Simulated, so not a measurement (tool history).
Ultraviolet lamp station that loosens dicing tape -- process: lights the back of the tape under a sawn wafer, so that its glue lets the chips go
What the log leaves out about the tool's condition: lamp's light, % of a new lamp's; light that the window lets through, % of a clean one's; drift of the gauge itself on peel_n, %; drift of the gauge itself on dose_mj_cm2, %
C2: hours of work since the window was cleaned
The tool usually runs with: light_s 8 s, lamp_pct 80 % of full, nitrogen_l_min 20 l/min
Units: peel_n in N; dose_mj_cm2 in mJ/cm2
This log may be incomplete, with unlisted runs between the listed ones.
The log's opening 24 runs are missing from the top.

{"run": 25, "hour": 1479.3, "light_s": 15, "lamp_pct": 88, "nitrogen_l_min": 15, "hours of work of the lamp": 1039, "C2": 170, "peel_n": 0.212, "dose_mj_cm2": 496}
{"run": 26, "hour": 1528.2, "light_s": 16, "lamp_pct": 80, "nitrogen_l_min": 8, "hours of work of the lamp": 1076, "C2": 207, "peel_n": 0.399, "dose_mj_cm2": 468}
{"run": 27, "hour": 1599.8, "light_s": 7, "lamp_pct": 72, "nitrogen_l_min": 25, "hours of work of the lamp": 1130, "C2": 261, "peel_n": 1.094, "dose_mj_cm2": 178}
{"run": 28, "hour": 1636.3, "light_s": 10, "lamp_pct": 83, "nitrogen_l_min": 25, "hours of work of the lamp": 1158, "C2": 288, "peel_n": 0.375, "dose_mj_cm2": 288}
{"run": 29, "hour": 1694.4, "light_s": 14, "lamp_pct": 71, "nitrogen_l_min": 24, "hours of work of the lamp": 1202, "C2": 332, "peel_n": 0.297, "dose_mj_cm2": 335}
{"run": 30, "hour": 1729.0, "light_s": 14, "lamp_pct": 80, "nitrogen_l_min": 11, "hours of work of the lamp": 1228, "C2": 359, "peel_n": 0.498, "dose_mj_cm2": 366}
{"hour": 1734.7, "done": "window cleaned of glue's vapour"}
{"run": 31, "hour": 1771.2, "light_s": 14, "lamp_pct": 80, "nitrogen_l_min": 11, "hours of work of the lamp": 1259, "C2": 28, "peel_n": 0.322, "dose_mj_cm2": 426}
{"run": 32, "hour": 1846.3, "light_s": 14, "lamp_pct": 80, "nitrogen_l_min": 11, "hours of work of the lamp": 1316, "C2": 84, "peel_n": 0.367, "dose_mj_cm2": 410}
{"run": 33, "hour": 1903.7, "light_s": 13, "lamp_pct": 86, "nitrogen_l_min": 21, "hours of work of the lamp": 1359, "C2": 128, "peel_n": 0.237, "dose_mj_cm2": 401}
{"run": 34, "hour": 1957.0, "light_s": 8, "lamp_pct": 80, "nitrogen_l_min": 29, "hours of work of the lamp": 1400, "C2": 168, "peel_n": 0.63, "dose_mj_cm2": 222}
{"run": 35, "hour": 2023.9, "light_s": 8, "lamp_pct": 80, "nitrogen_l_min": 29, "hours of work of the lamp": 1450, "C2": 219, "peel_n": 0.665, "dose_mj_cm2": 212}
{"run": 36, "hour": 2107.1, "light_s": 5, "lamp_pct": 64, "nitrogen_l_min": 24, "hours of work of the lamp": 1513, "C2": 282, "peel_n": 2.819, "dose_mj_cm2": 105}
{"hour": 2132.2, "done": "lamp changed"}
{"run": 37, "hour": 2161.7, "light_s": 5, "lamp_pct": 64, "nitrogen_l_min": 24, "hours of work of the lamp": 22, "C2": 322, "peel_n": 1.852, "dose_mj_cm2": 134}
{"hour": 2214.8, "done": "window cleaned of glue's vapour"}
{"run": 38, "hour": 2238.6, "light_s": 5, "lamp_pct": 64, "nitrogen_l_min": 24, "hours of work of the lamp": 80, "C2": 18, "peel_n": 1.422, "dose_mj_cm2": 151}
{"run": 39, "hour": 2315.6, "light_s": 11, "lamp_pct": 92, "nitrogen_l_min": 7, "hours of work of the lamp": 138, "C2": 76, "peel_n": 0.402, "dose_mj_cm2": 473}

Consider 5 possible next runs. They are alternatives, not a sequence: every one starts from the tool as it was left by run 39. What does each give?
{"run": "A", "hour": 2387.4, "light_s": 10, "lamp_pct": 77, "nitrogen_l_min": 30, "hours of work of the lamp": 193, "C2": 130, "peel_n": "?", "dose_mj_cm2": "?"}
{"run": "B", "hour": 2387.4, "light_s": 9, "lamp_pct": 72, "nitrogen_l_min": 14, "hours of work of the lamp": 193, "C2": 130, "peel_n": "?", "dose_mj_cm2": "?"}
{"run": "C", "hour": 2387.4, "light_s": 11, "lamp_pct": 87, "nitrogen_l_min": 7, "hours of work of the lamp": 193, "C2": 130, "peel_n": "?", "dose_mj_cm2": "?"}
{"run": "D", "hour": 2387.4, "light_s": 9, "lamp_pct": 68, "nitrogen_l_min": 20, "hours of work of the lamp": 193, "C2": 130, "peel_n": "?", "dose_mj_cm2": "?"}
{"run": "E", "hour": 2387.4, "light_s": 8, "lamp_pct": 82, "nitrogen_l_min": 8, "hours of work of the lamp": 193, "C2": 130, "peel_n": "?", "dose_mj_cm2": "?"}

run=A peel_n=0.226 dose_mj_cm2=354
run=B peel_n=0.622 dose_mj_cm2=296
run=C peel_n=0.496 dose_mj_cm2=435
run=D peel_n=0.502 dose_mj_cm2=278
run=E peel_n=1.003 dose_mj_cm2=297
The same runs, with their run-to-run variation unchanged, on a tool lacking any hidden condition would have given:
run=A peel_n=0.196 dose_mj_cm2=396
run=B peel_n=0.483 dose_mj_cm2=332
run=C peel_n=0.387 dose_mj_cm2=487
run=D peel_n=0.393 dose_mj_cm2=311
run=E peel_n=0.793 dose_mj_cm2=333
